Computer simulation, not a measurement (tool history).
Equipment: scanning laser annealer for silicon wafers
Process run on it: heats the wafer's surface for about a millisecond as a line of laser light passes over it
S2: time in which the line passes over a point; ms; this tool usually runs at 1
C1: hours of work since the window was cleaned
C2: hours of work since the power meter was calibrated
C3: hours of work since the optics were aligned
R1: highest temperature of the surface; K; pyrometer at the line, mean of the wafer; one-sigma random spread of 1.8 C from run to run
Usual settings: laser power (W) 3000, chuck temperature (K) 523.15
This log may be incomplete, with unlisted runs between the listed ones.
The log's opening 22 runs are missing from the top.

At hour 932.8: window over the wafer cleaned, once more.
Run 23, hour 960.8: usual settings but laser power (W) 3058; C1 12; C2 1233; C3 190. Result: R1 1310.15 K.
Run 24, hour 1002.8: usual settings but laser power (W) 2841, S2 0.94 ms; C1 29; C2 1250; C3 207. Result: R1 1229.15 K.
Run 25, hour 1033.1: usual settings but laser power (W) 2992, S2 0.96 ms, chuck temperature (K) 550.15; C1 42; C2 1263; C3 220. Result: R1 1303.15 K.
Run 26, hour 1087.2: usual settings but chuck temperature (K) 539.15; C1 64; C2 1285; C3 242. Result: R1 1304.15 K.
Run 27, hour 1137.1: usual settings but laser power (W) 3074, S2 0.88 ms; C1 85; C2 1306; C3 263. Result: R1 1266.15 K.
Run 28, hour 1172.4: usual settings but laser power (W) 2574, chuck temperature (K) 514.15; C1 99; C2 1320; C3 277. Result: R1 1155.15 K.
Run 29, hour 1210.6: usual settings but laser power (W) 2901, S2 0.79 ms, chuck temperature (K) 540.15; C1 115; C2 1336; C3 293. Result: R1 1201.15 K.
Run 30, hour 1255.1: usual settings but laser power (W) 2901, S2 0.79 ms, chuck temperature (K) 540.15; C1 133; C2 1355; C3 311. Result: R1 1201.15 K.
Run 31, hour 1282.2: usual settings but S2 1.14 ms, chuck temperature (K) 541.15; C1 145; C2 1366; C3 323. Result: R1 1343.15 K.
Run 32, hour 1308.3: usual settings but laser power (W) 2982, S2 1.01 ms, chuck temperature (K) 547.15; C1 156; C2 1377; C3 334. Result: R1 1303.15 K.
Run 33, hour 1345.7: usual settings but laser power (W) 2982, S2 1.01 ms, chuck temperature (K) 547.15; C1 171; C2 1392; C3 349. Result: R1 1294.15 K.
Run 34, hour 1396.5: usual settings but laser power (W) 2982, S2 1.11 ms, chuck temperature (K) 517.15; C1 192; C2 1413; C3 370. Result: R1 1297.15 K.
Run 35, hour 1438.2: usual settings but laser power (W) 3179, chuck temperature (K) 498.15; C1 209; C2 1431; C3 387. Result: R1 1300.15 K.
Run 36, hour 1464.4: usual settings but chuck temperature (K) 562.15; C1 220; C2 1441; C3 398. Result: R1 1310.15 K.
Run 37, hour 1515.5: usual settings but laser power (W) 3004, S2 1.12 ms, chuck temperature (K) 555.15; C1 241; C2 1463; C3 419. Result: R1 1339.15 K.
Run 38, hour 1548.6: usual settings but laser power (W) 3004, S2 0.79 ms, chuck temperature (K) 555.15; C1 255; C2 1476; C3 433. Result: R1 1229.15 K.
Run 39, hour 1579.9: usual settings but laser power (W) 3004, S2 0.79 ms, chuck temperature (K) 555.15; C1 268; C2 1489; C3 446. Result: R1 1227.15 K.
Run 40, hour 1623.6: usual settings but laser power (W) 3004, S2 0.79 ms, chuck temperature (K) 555.15; C1 286; C2 1507; C3 464. Result: R1 1226.15 K.
Run 41, hour 1648.3: usual settings but laser power (W) 2645, S2 1.07 ms, chuck temperature (K) 488.15; C1 296; C2 1518; C3 474. Result: R1 1152.15 K.

3 options for the next run, each taken on its own from the tool as it stands now. Forecast them:
Run A, hour 1702.2: usual settings but chuck temperature (K) 555.15; C1 319; C2 1540; C3 497. Result: R1 ?.
Run B, hour 1702.2: usual settings but laser power (W) 2645, S2 0.84 ms, chuck temperature (K) 508.15; C1 319; C2 1540; C3 497. Result: R1 ?.
Run C, hour 1702.2: usual settings but laser power (W) 2635, S2 0.93 ms, chuck temperature (K) 488.15; C1 319; C2 1540; C3 497. Result: R1 ?.

run       R1
  A  1296.15
  B  1102.15
  C  1108.15
With the hidden condition removed and each run's random variation left untouched, the same runs would have given:
run       R1
  A  1330.15
  B  1129.15
  C  1136.15
